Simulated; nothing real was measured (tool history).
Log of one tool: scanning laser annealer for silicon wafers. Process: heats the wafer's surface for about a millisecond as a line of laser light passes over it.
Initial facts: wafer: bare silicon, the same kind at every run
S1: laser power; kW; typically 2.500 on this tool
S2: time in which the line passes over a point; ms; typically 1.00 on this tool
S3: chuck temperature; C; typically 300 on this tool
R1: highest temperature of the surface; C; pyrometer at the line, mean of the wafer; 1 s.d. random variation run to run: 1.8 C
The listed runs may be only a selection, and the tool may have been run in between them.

run,hour,S1,S2,S3,R1
1,0.0,2.500,1.00,300,999
2,8.3,2.500,1.00,300,1001
3,13.5,2.500,1.12,300,1038
4,20.1,2.500,1.12,300,1038
5,27.7,2.500,1.12,300,1039
6,35.1,2.500,1.12,300,1037
7,39.0,2.500,1.00,324,1024
8,45.2,2.500,1.00,324,1018
9,52.4,2.500,1.00,324,1018
10,58.2,2.500,1.00,324,1024
11,65.5,2.500,1.00,324,1023
12,71.7,2.500,1.00,300,995
13,77.7,2.500,1.00,300,997
# hour 83.4: optics aligned, line set to its width
14,90.7,2.500,1.00,300,999
15,99.4,2.500,1.00,300,995
16,108.5,2.500,1.00,300,995
17,116.0,2.500,1.00,300,994
18,123.8,2.500,1.00,300,990
19,128.0,2.500,1.00,300,994
# hour 134.3: optics aligned, line set to its width, once more
20,137.0,2.500,1.00,300,1006
21,144.7,2.500,1.00,300,1006
22,152.1,2.530,0.96,285,983
23,157.8,2.402,0.71,311,880
24,163.4,2.339,0.77,277,852
25,173.0,2.500,0.82,277,916
26,180.7,2.500,0.82,277,915
27,185.5,2.725,0.71,273,929
28,194.3,2.580,1.00,300,1025
29,199.6,2.582,0.77,339,982
30,204.2,2.582,1.01,339,1069
31,211.5,2.500,0.87,266,921
32,217.5,2.500,1.23,266,1043
33,222.1,2.629,1.00,276,1019
34,228.8,2.629,1.00,276,1020
35,236.8,2.306,0.92,287,903
36,242.3,2.306,0.92,287,903
37,251.8,2.306,0.92,287,901
38,261.3,2.306,0.92,287,903
39,267.4,2.306,0.92,287,904
40,271.5,2.647,1.05,300,1066
41,278.2,2.716,1.05,261,1049

Below are 4 alternative next runs, each starting from the tool's condition after run 41. Predict each:
A,283.3,2.500,1.00,275,?
B,283.3,2.720,1.05,326,?
C,283.3,2.500,1.00,262,?
D,283.3,2.500,1.00,283,?

run,R1
A,978
B,1115
C,960
D,983
Take away the tool's hidden state, keep each run's random variation, and the runs would have read:
run,R1
A,989
B,1127
C,970
D,994
